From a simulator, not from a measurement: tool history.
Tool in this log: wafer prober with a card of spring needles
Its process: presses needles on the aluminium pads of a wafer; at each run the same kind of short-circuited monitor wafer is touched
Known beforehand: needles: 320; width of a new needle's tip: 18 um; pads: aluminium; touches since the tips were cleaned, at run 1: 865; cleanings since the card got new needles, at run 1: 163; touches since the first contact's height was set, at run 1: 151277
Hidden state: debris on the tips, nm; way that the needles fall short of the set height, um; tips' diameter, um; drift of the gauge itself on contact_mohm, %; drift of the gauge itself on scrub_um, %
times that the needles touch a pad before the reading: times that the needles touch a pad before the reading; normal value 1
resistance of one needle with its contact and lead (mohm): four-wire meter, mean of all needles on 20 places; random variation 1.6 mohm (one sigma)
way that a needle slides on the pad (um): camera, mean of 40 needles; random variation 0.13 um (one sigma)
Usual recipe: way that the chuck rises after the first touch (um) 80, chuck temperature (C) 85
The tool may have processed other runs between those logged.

run	hour	way that the chuck rises after the first touch (um)	chuck temperature (C)	times that the needles touch a pad before the reading	touches since the tips were cleaned	cleanings since the card got new needles	touches since the first contact's height was set	resistance of one needle with its contact and lead (mohm)	way that a needle slides on the pad (um)
1	0	80	85	1	865	163	151277	245	18.03
# hour 2.1: tips cleaned on abrasive film
# hour 7.3: tips cleaned on abrasive film
# hour 12.5: tips cleaned on abrasive film
# hour 17.6: tips cleaned on abrasive film
# hour 22.8: tips cleaned on abrasive film
# hour 27.9: tips cleaned on abrasive film
# hour 33.1: tips cleaned on abrasive film
# hour 38.3: tips cleaned on abrasive film
# hour 43.4: tips cleaned on abrasive film
2	45.3	80	85	1	762	172	169786	261	16.97
# hour 48.4: tips cleaned on abrasive film
# hour 53.6: tips cleaned on abrasive film
# hour 58.7: tips cleaned on abrasive film
# hour 63.9: tips cleaned on abrasive film
# hour 69: tips cleaned on abrasive film
# hour 74.2: tips cleaned on abrasive film
# hour 77.5: height of the first contact set anew
# hour 79.7: tips cleaned on abrasive film
3	80.3	80	85	1	260	179	1105	203	19.74
# hour 84.4: tips cleaned on abrasive film
# hour 89.6: tips cleaned on abrasive film
# hour 94.8: tips cleaned on abrasive film
# hour 99.9: tips cleaned on abrasive film
# hour 104.1: tips cleaned on abrasive film
# hour 109.2: tips cleaned on abrasive film
# hour 114.4: tips cleaned on abrasive film
# hour 119.6: tips cleaned on abrasive film
4	123	80	85	1	1424	187	18585	297	19.7
# hour 124.1: tips cleaned on abrasive film
# hour 129.2: tips cleaned on abrasive film
# hour 134.4: tips cleaned on abrasive film
# hour 139.6: tips cleaned on abrasive film
# hour 144.7: tips cleaned on abrasive film
# hour 149.9: tips cleaned on abrasive film
# hour 155.1: tips cleaned on abrasive film
5	156.5	80	85	1	611	194	32295	232	19.2
# hour 159.7: tips cleaned on abrasive film
# hour 164.8: tips cleaned on abrasive film
# hour 170: tips cleaned on abrasive film
# hour 175.1: tips cleaned on abrasive film
# hour 179.3: tips cleaned on abrasive film
# hour 191.3: card fitted with new needles
# hour 196.5: tips cleaned on abrasive film
# hour 201.6: tips cleaned on abrasive film
6	201.9	80	85	2	109	2	4334	160	19.57
# hour 206: tips cleaned on abrasive film
# hour 211.2: tips cleaned on abrasive film
# hour 216.4: tips cleaned on abrasive film
# hour 221.5: tips cleaned on abrasive film
# hour 226.7: tips cleaned on abrasive film
# hour 231.4: tips cleaned on abrasive film
7	231.4	80	85	2	0	8	16399	151	19.51
# hour 235.5: tips cleaned on abrasive film
# hour 240.7: tips cleaned on abrasive film
# hour 245.9: tips cleaned on abrasive film
# hour 251: tips cleaned on abrasive film
# hour 256.2: tips cleaned on abrasive film
# hour 261.3: tips cleaned on abrasive film
8	261.3	80	85	1	0	14	28636	163	19.39
# hour 266.5: tips cleaned on abrasive film
# hour 271.6: tips cleaned on abrasive film
# hour 273.8: tips cleaned on abrasive film, once more
# hour 278.9: tips cleaned on abrasive film
# hour 284.1: tips cleaned on abrasive film
# hour 289.3: tips cleaned on abrasive film
# hour 294.4: tips cleaned on abrasive film
# hour 299.6: tips cleaned on abrasive film
# hour 304.7: tips cleaned on abrasive film
# hour 309.1: tips cleaned on abrasive film
9	309.1	80	85	1	0	24	48177	163	19.15
# hour 314.3: tips cleaned on abrasive film
# hour 318.5: tips cleaned on abrasive film
# hour 323.6: tips cleaned on abrasive film
# hour 328.8: tips cleaned on abrasive film
# hour 333.9: tips cleaned on abrasive film
# hour 339.1: tips cleaned on abrasive film
10	341.1	80	85	1	834	30	61263	213	19.15
# hour 344.2: tips cleaned on abrasive film
# hour 349.4: tips cleaned on abrasive film
# hour 354.6: tips cleaned on abrasive film
# hour 359.7: tips cleaned on abrasive film
# hour 364.9: tips cleaned on abrasive film
11	365.7	80	85	1	321	35	71301	176	18.89
# hour 369.8: tips cleaned on abrasive film
# hour 375: tips cleaned on abrasive film
# hour 380.1: tips cleaned on abrasive film
# hour 385.3: tips cleaned on abrasive film
# hour 390.5: tips cleaned on abrasive film
# hour 394.6: tips cleaned on abrasive film
# hour 399.8: tips cleaned on abrasive film
# hour 404.4: tips cleaned on abrasive film
12	404.4	80	85	1	0	43	87126	160	18.83
# hour 409.5: tips cleaned on abrasive film
# hour 414.7: tips cleaned on abrasive film
# hour 418.8: tips cleaned on abrasive film
# hour 424: tips cleaned on abrasive film
# hour 428.8: tips cleaned on abrasive film
13	428.8	79	85	2	0	48	97117	159	18.35
# hour 434: tips cleaned on abrasive film
# hour 439.1: tips cleaned on abrasive film
# hour 444.3: tips cleaned on abrasive film
# hour 449.5: tips cleaned on abrasive film
# hour 454.6: tips cleaned on abrasive film
# hour 459.8: tips cleaned on abrasive film
14	460.1	75	68	1	124	54	109915	175	17.05
# hour 464.2: tips cleaned on abrasive film
# hour 468.4: tips cleaned on abrasive film
# hour 473.5: tips cleaned on abrasive film
# hour 478.7: tips cleaned on abrasive film
# hour 483: tips cleaned on abrasive film
15	483	83	37	1	0	59	119275	147	19.17

Run 16 is up next; what results do you expect?
# hour 487.2: tips cleaned on abrasive film
# hour 492.3: tips cleaned on abrasive film
# hour 497.5: tips cleaned on abrasive film
# hour 501.6: tips cleaned on abrasive film
# hour 506.8: tips cleaned on abrasive film
# hour 512: tips cleaned on abrasive film
16	514.5	98	80	2	1063	65	132171	?	?

{"run 16": {"resistance of one needle with its contact and lead (mohm)": 182, "way that a needle slides on the pad (um)": 22.46}}
With no hidden state in the tool, this same run would have given resistance of one needle with its contact and lead (mohm) 147, way that a needle slides on the pad (um) 24.05.
